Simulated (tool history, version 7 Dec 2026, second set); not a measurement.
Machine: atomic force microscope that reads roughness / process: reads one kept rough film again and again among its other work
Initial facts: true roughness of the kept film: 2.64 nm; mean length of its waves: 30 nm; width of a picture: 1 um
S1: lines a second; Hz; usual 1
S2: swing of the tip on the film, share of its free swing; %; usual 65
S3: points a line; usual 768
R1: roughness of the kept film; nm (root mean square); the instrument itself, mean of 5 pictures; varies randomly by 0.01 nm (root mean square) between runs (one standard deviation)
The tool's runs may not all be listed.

run 1 day=0 | S1=1 S2=65 S3=768 | R1=2.219
run 2 day=1.346 | S1=1 S2=65 S3=664 | R1=2.142
run 3 day=3.288 | S1=1 S2=65 S3=664 | R1=2.032
run 4 day=4.846 | S1=1 S2=65 S3=664 | R1=1.992
-- day=6.079 new tip fitted
run 5 day=7.425 | S1=1 S2=65 S3=664 | R1=2.299
run 6 day=9.55 | S1=1 S2=65 S3=768 | R1=2.222
run 7 day=11.188 | S1=1 S2=65 S3=768 | R1=2.152
run 8 day=13.079 | S1=1 S2=65 S3=768 | R1=2.057
run 9 day=14.733 | S1=1 S2=65 S3=460 | R1=1.992
-- day=16.279 new tip fitted
run 10 day=17.371 | S1=1 S2=65 S3=768 | R1=2.36
run 11 day=19.233 | S1=1 S2=65 S3=768 | R1=2.267
run 12 day=20.862 | S1=1 S2=65 S3=768 | R1=2.178
-- day=21.067 height scale calibrated on a step standard
run 13 day=22.992 | S1=1 S2=65 S3=768 | R1=2.072
run 14 day=24.392 | S1=1 S2=65 S3=375 | R1=1.975
run 15 day=26.308 | S1=1 S2=65 S3=375 | R1=1.917
-- day=26.608 new tip fitted
run 16 day=29.046 | S1=1 S2=65 S3=768 | R1=2.282
run 17 day=30.5 | S1=0.73 S2=75 S3=598 | R1=2.179

Predict the results of run 18:
run 18 day=32.325 | S1=3.38 S2=75 S3=552 | R1=?

R1: 1.948 nm (root mean square)
If the tool had no hidden condition, the same run with the same run-to-run variation would have returned R1 2.222 nm (root mean square).
